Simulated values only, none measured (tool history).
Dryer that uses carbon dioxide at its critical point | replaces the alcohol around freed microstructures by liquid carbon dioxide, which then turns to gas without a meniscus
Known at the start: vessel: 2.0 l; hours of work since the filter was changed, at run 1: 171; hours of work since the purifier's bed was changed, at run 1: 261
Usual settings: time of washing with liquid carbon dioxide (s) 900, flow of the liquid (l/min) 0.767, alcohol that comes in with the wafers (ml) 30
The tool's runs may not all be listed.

| run | hour | time of washing with liquid carbon dioxide (s) | flow of the liquid (l/min) | alcohol that comes in with the wafers (ml) | hours of work since the filter was changed | hours of work since the purifier's bed was changed | alcohol left in the vessel before it's heated (ppm by volume) |
|---|---|---|---|---|---|---|---|
| 1 | 0.0 | 900 | 0.767 | 30 | 171 | 261 | 167 |
| 2 | 13.2 | 900 | 0.767 | 30 | 179 | 269 | 175 |
| 3 | 24.9 | 900 | 0.767 | 30 | 187 | 276 | 169 |
|  | 38.4 | inlet filter changed |
| 4 | 42.6 | 900 | 0.767 | 30 | 3 | 287 | 126 |
| 5 | 50.4 | 900 | 0.767 | 30 | 8 | 292 | 121 |
| 6 | 61.8 | 900 | 0.767 | 30 | 15 | 299 | 120 |
| 7 | 73.0 | 900 | 0.767 | 30 | 22 | 306 | 132 |
| 8 | 81.5 | 900 | 0.767 | 38 | 27 | 311 | 148 |
| 9 | 92.7 | 900 | 0.767 | 38 | 34 | 318 | 158 |
| 10 | 102.0 | 900 | 0.767 | 30 | 40 | 324 | 134 |
| 11 | 109.2 | 900 | 0.767 | 30 | 44 | 328 | 128 |
| 12 | 117.8 | 900 | 0.767 | 30 | 50 | 334 | 131 |
| 13 | 130.0 | 900 | 0.767 | 30 | 57 | 341 | 147 |
| 14 | 140.8 | 900 | 0.767 | 30 | 64 | 348 | 144 |
| 15 | 147.9 | 900 | 0.767 | 30 | 69 | 353 | 150 |
| 16 | 160.0 | 900 | 0.767 | 30 | 76 | 360 | 150 |
| 17 | 173.3 | 900 | 0.767 | 30 | 84 | 368 | 162 |
| 18 | 183.7 | 900 | 0.767 | 30 | 91 | 375 | 157 |
| 19 | 190.9 | 900 | 0.556 | 30 | 95 | 379 | 426 |
| 20 | 205.8 | 900 | 0.813 | 30 | 105 | 389 | 143 |
| 21 | 217.6 | 900 | 0.813 | 30 | 112 | 396 | 139 |
| 22 | 232.6 | 900 | 0.528 | 30 | 122 | 406 | 550 |
| 23 | 239.6 | 540 | 0.528 | 94 | 126 | 410 | 6041 |
| 24 | 251.5 | 1080 | 0.520 | 30 | 133 | 417 | 344 |
| 25 | 258.2 | 780 | 0.520 | 30 | 138 | 422 | 884 |
| 26 | 266.8 | 660 | 0.623 | 30 | 143 | 427 | 852 |
| 27 | 277.8 | 660 | 0.623 | 30 | 150 | 434 | 866 |
| 28 | 293.3 | 720 | 0.860 | 21 | 160 | 444 | 203 |
| 29 | 308.8 | 720 | 0.860 | 54 | 169 | 453 | 428 |
| 30 | 318.4 | 1260 | 0.620 | 30 | 175 | 459 | 143 |
| 31 | 325.5 | 900 | 1.126 | 60 | 180 | 464 | 103 |
| 32 | 332.4 | 900 | 0.767 | 113 | 184 | 468 | 559 |
| 33 | 347.7 | 840 | 1.301 | 24 | 194 | 478 | 89 |
|  | 351.1 | inlet filter changed |
| 34 | 360.0 | 840 | 1.301 | 24 | 6 | 485 | 91 |

The next listed run, before its measurement:
| 35 | 373.9 | 780 | 0.645 | 30 | 14 | 493 | ? |

{"run 35": {"alcohol left in the vessel before it's heated (ppm by volume)": 379}}
Without the tool's hidden state the same run would have given alcohol left in the vessel before it's heated (ppm by volume) 285.

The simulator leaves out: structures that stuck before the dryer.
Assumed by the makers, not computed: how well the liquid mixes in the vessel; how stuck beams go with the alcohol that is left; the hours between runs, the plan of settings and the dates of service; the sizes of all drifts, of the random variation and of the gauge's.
